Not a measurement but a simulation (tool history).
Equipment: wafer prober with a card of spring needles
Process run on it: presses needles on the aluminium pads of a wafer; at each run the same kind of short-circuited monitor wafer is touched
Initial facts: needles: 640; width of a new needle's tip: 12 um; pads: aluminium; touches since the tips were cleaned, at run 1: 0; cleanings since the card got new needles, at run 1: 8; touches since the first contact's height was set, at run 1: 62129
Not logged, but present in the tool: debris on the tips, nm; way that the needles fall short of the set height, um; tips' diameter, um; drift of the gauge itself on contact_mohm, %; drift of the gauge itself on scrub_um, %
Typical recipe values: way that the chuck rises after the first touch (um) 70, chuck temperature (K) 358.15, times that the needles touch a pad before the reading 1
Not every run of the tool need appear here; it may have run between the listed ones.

run,hour,way that the chuck rises after the first touch (um),chuck temperature (K),times that the needles touch a pad before the reading,touches since the tips were cleaned,cleanings since the card got new needles,touches since the first contact's height was set,resistance of one needle with its contact and lead (mohm),way that a needle slides on the pad (um)
1,0.0,70,358.15,1,0,8,62129,165,10.27
# hour 12.8: tips cleaned on abrasive film
2,16.8,70,358.15,1,2095,9,70929,230,10.30
# hour 26.3: tips cleaned on abrasive film
3,27.4,53,358.15,1,581,10,76508,209,7.77
4,38.3,87,358.15,1,6290,10,82217,237,12.75
# hour 39.3: tips cleaned on abrasive film
5,50.5,70,358.15,1,5914,11,88615,271,10.24
# hour 52.3: tips cleaned on abrasive film
6,58.9,70,369.15,1,3489,12,93030,255,10.23
# hour 65.4: tips cleaned on abrasive film
7,73.6,70,369.15,1,4328,13,100712,264,10.17
# hour 78.7: tips cleaned on abrasive film
8,86.2,75,358.15,1,3965,14,107302,247,11.03
# hour 92.4: tips cleaned on abrasive film
9,100.6,75,358.15,1,4327,15,114832,256,10.91
# hour 105.4: tips cleaned on abrasive film
10,117.1,70,358.15,2,6163,16,123492,226,10.15
# hour 118.2: tips cleaned on abrasive film
# hour 131.4: tips cleaned on abrasive film
11,132.3,70,358.15,1,466,18,131423,191,10.13
# hour 144.2: tips cleaned on abrasive film
12,144.4,70,358.15,1,96,19,137739,170,10.08
# hour 157.8: tips cleaned on abrasive film
13,158.1,70,358.15,1,198,20,144965,174,10.17
# hour 171.1: tips cleaned on abrasive film
14,176.3,70,358.15,1,2739,21,154471,250,10.10
# hour 184.5: tips cleaned on abrasive film
15,187.8,70,358.15,1,1746,22,160503,226,10.01
# hour 198.6: tips cleaned on abrasive film
16,202.2,70,358.15,1,1915,23,168053,232,10.11
# hour 211.2: tips cleaned on abrasive film
17,217.6,70,358.15,1,3338,24,176120,262,10.05
# hour 224.4: tips cleaned on abrasive film
18,231.8,58,365.15,3,3899,25,183560,216,8.19
# hour 237.6: tips cleaned on abrasive film
19,240.7,70,304.15,1,1634,26,188211,237,10.02
# hour 251.3: tips cleaned on abrasive film
20,256.6,62,369.15,1,2821,27,196565,284,8.82
# hour 265.1: tips cleaned on abrasive film
21,271.7,79,380.15,2,3490,28,204471,211,11.42
# hour 278.3: tips cleaned on abrasive film
22,282.8,69,392.15,2,2382,29,210287,214,9.92
# hour 291.9: tips cleaned on abrasive film
23,291.9,70,386.15,1,0,30,215020,171,9.98
# hour 304.9: tips cleaned on abrasive film
24,307.2,70,386.15,1,1223,31,223051,227,9.99
# hour 318.3: tips cleaned on abrasive film
25,318.9,70,386.15,1,319,32,229195,182,9.88
# hour 332.1: tips cleaned on abrasive film
26,335.0,80,384.15,1,1563,33,237646,212,11.41
# hour 343.2: height of the first contact set anew
# hour 345.8: tips cleaned on abrasive film
27,353.6,63,358.15,2,4126,34,5438,233,9.27
# hour 359.8: tips cleaned on abrasive film
28,371.1,63,358.15,2,5978,35,14633,244,9.31
# hour 372.5: tips cleaned on abrasive film
# hour 386.3: tips cleaned on abrasive film
29,389.8,54,358.15,1,1864,37,24401,274,7.93
# hour 399.2: tips cleaned on abrasive film
30,402.9,70,358.15,1,1968,38,31250,223,10.32
# hour 411.9: tips cleaned on abrasive film
31,418.6,77,303.15,1,3505,39,39485,247,11.30
# hour 424.7: tips cleaned on abrasive film
32,432.1,77,303.15,1,3889,40,46546,257,11.34
# hour 438.6: tips cleaned on abrasive film
33,439.9,77,303.15,1,706,41,50633,185,11.27

For some of the steps in resistance of one needle with its contact and lead (mohm) from one run to the next: how much would appear even if the tool had no hidden state, given the settings, what came in and random variation, and how much remains for the hidden state plus any gauge scatter that the measured result and the result without hidden state don't share?
Run 13 -> 14: tips cleaned on abrasive film. resistance of one needle with its contact and lead (mohm) +76: hidden state +76, all else +0.
Run 20 -> 21: way that the chuck rises after the first touch (um) 62 -> 79, chuck temperature (K) 369.15 -> 380.15, times that the needles touch a pad before the reading 1 -> 2, tips cleaned on abrasive film. resistance of one needle with its contact and lead (mohm) -73: hidden state -72, all else -1.
Run 32 -> 33: tips cleaned on abrasive film. resistance of one needle with its contact and lead (mohm) -72: hidden state -70, all else -2.
